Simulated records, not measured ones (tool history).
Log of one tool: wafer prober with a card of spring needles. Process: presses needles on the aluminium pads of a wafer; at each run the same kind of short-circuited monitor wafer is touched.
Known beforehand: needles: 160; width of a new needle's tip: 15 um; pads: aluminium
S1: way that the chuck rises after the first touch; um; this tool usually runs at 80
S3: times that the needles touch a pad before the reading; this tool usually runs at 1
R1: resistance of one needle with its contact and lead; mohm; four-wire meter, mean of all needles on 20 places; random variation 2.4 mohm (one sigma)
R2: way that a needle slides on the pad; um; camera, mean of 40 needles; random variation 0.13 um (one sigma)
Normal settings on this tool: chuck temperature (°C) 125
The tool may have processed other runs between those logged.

run 1 hour=0.0 | S1=80 chuck_temperature_(°C)=125 S3=1 | R1=271 R2=11.00
-- hour=2.8 tips cleaned on abrasive film
-- hour=9.6 tips cleaned on abrasive film
-- hour=16.4 tips cleaned on abrasive film
-- hour=23.2 tips cleaned on abrasive film
-- hour=30.0 tips cleaned on abrasive film
-- hour=35.5 tips cleaned on abrasive film
run 2 hour=38.3 | S1=80 chuck_temperature_(°C)=125 S3=1 | R1=268 R2=10.99
-- hour=41.1 tips cleaned on abrasive film
-- hour=47.9 tips cleaned on abrasive film
-- hour=54.7 tips cleaned on abrasive film
-- hour=61.5 tips cleaned on abrasive film
-- hour=68.3 tips cleaned on abrasive film
run 3 hour=71.2 | S1=80 chuck_temperature_(°C)=125 S3=1 | R1=265 R2=10.81
-- hour=74.0 tips cleaned on abrasive film
-- hour=80.8 tips cleaned on abrasive film
-- hour=87.6 tips cleaned on abrasive film
-- hour=94.4 tips cleaned on abrasive film
run 4 hour=98.1 | S1=80 chuck_temperature_(°C)=85 S3=1 | R1=261 R2=11.10
-- hour=100.8 tips cleaned on abrasive film
-- hour=107.6 tips cleaned on abrasive film
-- hour=114.4 tips cleaned on abrasive film
-- hour=121.2 tips cleaned on abrasive film
-- hour=128.1 tips cleaned on abrasive film
-- hour=134.9 tips cleaned on abrasive film
-- hour=136.5 height of the first contact set anew
run 5 hour=136.6 | S1=80 chuck_temperature_(°C)=85 S3=1 | R1=258 R2=11.11
-- hour=140.7 tips cleaned on abrasive film
-- hour=147.5 tips cleaned on abrasive film
-- hour=153.0 tips cleaned on abrasive film
-- hour=159.8 tips cleaned on abrasive film
-- hour=166.6 tips cleaned on abrasive film
run 6 hour=169.4 | S1=64 chuck_temperature_(°C)=125 S3=1 | R1=261 R2=8.86
-- hour=172.2 tips cleaned on abrasive film
-- hour=179.0 tips cleaned on abrasive film
-- hour=185.8 tips cleaned on abrasive film
-- hour=192.6 tips cleaned on abrasive film
-- hour=199.4 tips cleaned on abrasive film
-- hour=206.2 tips cleaned on abrasive film
run 7 hour=211.1 | S1=80 chuck_temperature_(°C)=125 S3=1 | R1=273 R2=11.18
-- hour=212.6 tips cleaned on abrasive film
-- hour=219.4 tips cleaned on abrasive film
-- hour=226.2 tips cleaned on abrasive film
run 8 hour=230.2 | S1=80 chuck_temperature_(°C)=125 S3=1 | R1=268 R2=10.97
-- hour=233.0 tips cleaned on abrasive film
-- hour=239.8 tips cleaned on abrasive film
-- hour=245.2 tips cleaned on abrasive film
-- hour=252.0 tips cleaned on abrasive film
-- hour=258.8 tips cleaned on abrasive film
-- hour=265.6 tips cleaned on abrasive film
run 9 hour=268.7 | S1=80 chuck_temperature_(°C)=125 S3=1 | R1=270 R2=11.13
-- hour=271.5 tips cleaned on abrasive film
-- hour=278.3 tips cleaned on abrasive film
-- hour=285.1 tips cleaned on abrasive film
run 10 hour=289.9 | S1=80 chuck_temperature_(°C)=26 S3=1 | R1=245 R2=10.97
-- hour=291.4 tips cleaned on abrasive film
-- hour=298.2 tips cleaned on abrasive film
-- hour=305.0 tips cleaned on abrasive film
-- hour=311.8 tips cleaned on abrasive film
-- hour=318.6 tips cleaned on abrasive film
-- hour=325.4 tips cleaned on abrasive film
run 11 hour=329.7 | S1=80 chuck_temperature_(°C)=26 S3=1 | R1=244 R2=11.17
-- hour=331.1 tips cleaned on abrasive film
-- hour=337.9 tips cleaned on abrasive film
-- hour=344.7 tips cleaned on abrasive film
-- hour=350.2 tips cleaned on abrasive film
-- hour=357.0 tips cleaned on abrasive film
-- hour=363.8 tips cleaned on abrasive film
-- hour=370.6 tips cleaned on abrasive film
run 12 hour=370.9 | S1=80 chuck_temperature_(°C)=125 S3=1 | R1=265 R2=10.96
-- hour=376.4 tips cleaned on abrasive film
-- hour=383.2 tips cleaned on abrasive film
-- hour=390.0 tips cleaned on abrasive film
run 13 hour=390.4 | S1=87 chuck_temperature_(°C)=64 S3=3 | R1=246 R2=12.13
-- hour=395.8 tips cleaned on abrasive film
-- hour=402.6 tips cleaned on abrasive film
-- hour=409.4 tips cleaned on abrasive film
-- hour=414.9 tips cleaned on abrasive film
run 14 hour=418.6 | S1=81 chuck_temperature_(°C)=57 S3=2 | R1=248 R2=11.49
-- hour=421.4 tips cleaned on abrasive film
-- hour=426.8 tips cleaned on abrasive film
-- hour=433.6 tips cleaned on abrasive film
-- hour=440.5 tips cleaned on abrasive film
-- hour=447.3 tips cleaned on abrasive film
-- hour=452.8 tips cleaned on abrasive film
run 15 hour=452.8 | S1=81 chuck_temperature_(°C)=57 S3=2 | R1=248 R2=11.35
-- hour=458.2 tips cleaned on abrasive film
-- hour=463.7 tips cleaned on abrasive film
-- hour=470.5 tips cleaned on abrasive film
-- hour=477.3 tips cleaned on abrasive film
-- hour=484.1 tips cleaned on abrasive film
-- hour=490.9 tips cleaned on abrasive film
run 16 hour=493.3 | S1=81 chuck_temperature_(°C)=31 S3=2 | R1=239 R2=11.09
-- hour=497.5 tips cleaned on abrasive film
-- hour=504.3 tips cleaned on abrasive film
-- hour=511.1 tips cleaned on abrasive film
run 17 hour=516.1 | S1=81 chuck_temperature_(°C)=31 S3=2 | R1=241 R2=11.05
-- hour=517.5 tips cleaned on abrasive film
-- hour=523.0 tips cleaned on abrasive film
-- hour=529.8 tips cleaned on abrasive film
-- hour=536.6 tips cleaned on abrasive film
-- hour=542.0 tips cleaned on abrasive film
-- hour=548.8 tips cleaned on abrasive film
-- hour=554.4 tips cleaned on abrasive film
run 18 hour=554.4 | S1=75 chuck_temperature_(°C)=61 S3=2 | R1=249 R2=10.38
-- hour=561.2 tips cleaned on abrasive film
-- hour=568.0 tips cleaned on abrasive film
-- hour=580.0 card fitted with new needles
-- hour=586.8 tips cleaned on abrasive film
run 19 hour=590.8 | S1=75 chuck_temperature_(°C)=61 S3=2 | R1=251 R2=10.61
-- hour=593.6 tips cleaned on abrasive film
-- hour=600.4 tips cleaned on abrasive film
-- hour=607.2 tips cleaned on abrasive film
run 20 hour=609.8 | S1=81 chuck_temperature_(°C)=125 S3=1 | R1=264 R2=11.35
-- hour=613.9 tips cleaned on abrasive film
-- hour=620.7 tips cleaned on abrasive film
-- hour=627.5 tips cleaned on abrasive film
-- hour=634.3 tips cleaned on abrasive film
-- hour=640.8 tips cleaned on abrasive film
run 21 hour=640.8 | S1=81 chuck_temperature_(°C)=125 S3=1 | R1=266 R2=11.04
-- hour=647.6 tips cleaned on abrasive film
-- hour=654.4 tips cleaned on abrasive film
-- hour=661.2 tips cleaned on abrasive film
-- hour=668.0 tips cleaned on abrasive film
-- hour=673.4 tips cleaned on abrasive film
-- hour=680.2 tips cleaned on abrasive film
run 22 hour=680.7 | S1=80 chuck_temperature_(°C)=115 S3=2 | R1=264 R2=10.95
-- hour=686.2 tips cleaned on abrasive film
-- hour=693.0 tips cleaned on abrasive film
-- hour=699.8 tips cleaned on abrasive film
-- hour=705.2 tips cleaned on abrasive film
-- hour=712.0 tips cleaned on abrasive film
run 23 hour=712.7 | S1=80 chuck_temperature_(°C)=32 S3=1 | R1=241 R2=10.89

3 ways to go on from here, each from the tool as it stands after run 23. What would each give?
-- hour=718.2 tips cleaned on abrasive film
-- hour=725.0 tips cleaned on abrasive film
-- hour=731.8 tips cleaned on abrasive film
run A hour=737.1 | S1=73 chuck_temperature_(°C)=125 S3=3 | R1=? R2=?
-- hour=718.2 tips cleaned on abrasive film
-- hour=725.0 tips cleaned on abrasive film
-- hour=731.8 tips cleaned on abrasive film
run B hour=737.1 | S1=66 chuck_temperature_(°C)=125 S3=1 | R1=? R2=?
-- hour=718.2 tips cleaned on abrasive film
-- hour=725.0 tips cleaned on abrasive film
-- hour=731.8 tips cleaned on abrasive film
run C hour=737.1 | S1=71 chuck_temperature_(°C)=117 S3=1 | R1=? R2=?

run=A R1=263 R2=9.97
run=B R1=271 R2=9.26
run=C R1=263 R2=9.75
Take away the tool's hidden state, keep each run's random variation, and the runs would have read:
run=A R1=263 R2=9.98
run=B R1=271 R2=9.27
run=C R1=263 R2=9.76

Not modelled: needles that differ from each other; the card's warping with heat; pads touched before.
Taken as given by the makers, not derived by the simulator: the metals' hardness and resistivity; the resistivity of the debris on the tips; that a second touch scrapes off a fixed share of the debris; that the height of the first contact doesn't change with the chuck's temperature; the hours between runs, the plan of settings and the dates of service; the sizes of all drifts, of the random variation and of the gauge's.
